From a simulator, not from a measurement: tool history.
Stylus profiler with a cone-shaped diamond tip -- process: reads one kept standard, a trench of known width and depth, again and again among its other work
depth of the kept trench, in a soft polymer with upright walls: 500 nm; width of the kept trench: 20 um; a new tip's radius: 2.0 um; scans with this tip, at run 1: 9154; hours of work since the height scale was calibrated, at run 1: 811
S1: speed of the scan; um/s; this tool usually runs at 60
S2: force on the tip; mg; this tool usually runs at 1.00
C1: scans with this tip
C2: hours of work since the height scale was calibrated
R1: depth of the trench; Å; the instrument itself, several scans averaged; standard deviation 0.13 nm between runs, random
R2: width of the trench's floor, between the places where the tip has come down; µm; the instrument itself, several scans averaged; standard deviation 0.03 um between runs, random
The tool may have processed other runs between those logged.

| run | day | S1 | S2 | C1 | C2 | R1 | R2 |
|---|---|---|---|---|---|---|---|
| 1 | 0.000 | 60 | 1.00 | 9154 | 811 | 5026.4 | 16.69 |
| 2 | 0.558 | 60 | 2.01 | 9236 | 819 | 5046.3 | 16.96 |
| 3 | 1.112 | 60 | 1.20 | 9317 | 826 | 5033.6 | 16.80 |
| 4 | 2.246 | 60 | 1.20 | 9484 | 841 | 5030.8 | 16.74 |
| 5 | 3.092 | 60 | 1.20 | 9607 | 852 | 5032.2 | 16.75 |
| 6 | 4.033 | 60 | 1.00 | 9745 | 864 | 5028.8 | 16.72 |
| 7 | 4.600 | 60 | 1.00 | 9828 | 871 | 5029.1 | 16.71 |
| 8 | 5.242 | 60 | 1.00 | 9922 | 879 | 5028.1 | 16.70 |
| 9 | 6.042 | 32 | 0.71 | 10039 | 890 | 5022.7 | 16.96 |
| 10 | 7.112 | 104 | 1.18 | 10196 | 904 | 5033.2 | 16.36 |
| 11 | 7.854 | 60 | 1.15 | 10305 | 913 | 5033.1 | 16.73 |
| 12 | 8.975 | 60 | 1.15 | 10469 | 928 | 5031.1 | 16.73 |
| 13 | 9.538 | 60 | 1.15 | 10551 | 935 | 5031.2 | 16.75 |
| 14 | 10.658 | 29 | 1.92 | 10715 | 950 | 5042.5 | 17.13 |
| 15 | 11.788 | 17 | 2.74 | 10880 | 964 | 5054.0 | 17.24 |

4 options for the next run, each taken on its own from the tool as it stands now. Forecast them:
| A | 12.575 | 65 | 0.70 | 10996 | 975 | ? | ? |
| B | 12.575 | 60 | 1.28 | 10996 | 975 | ? | ? |
| C | 12.575 | 61 | 0.68 | 10996 | 975 | ? | ? |
| D | 12.575 | 85 | 2.28 | 10996 | 975 | ? | ? |

| run | R1 | R2 |
|---|---|---|
| A | 5024.5 | 16.55 |
| B | 5033.2 | 16.76 |
| C | 5021.6 | 16.62 |
| D | 5048.1 | 16.70 |
Stripped of hidden state, with their random variation kept, the same runs would have yielded:
| run | R1 | R2 |
|---|---|---|
| A | 5024.7 | 16.58 |
| B | 5033.4 | 16.79 |
| C | 5021.8 | 16.65 |
| D | 5048.3 | 16.73 |
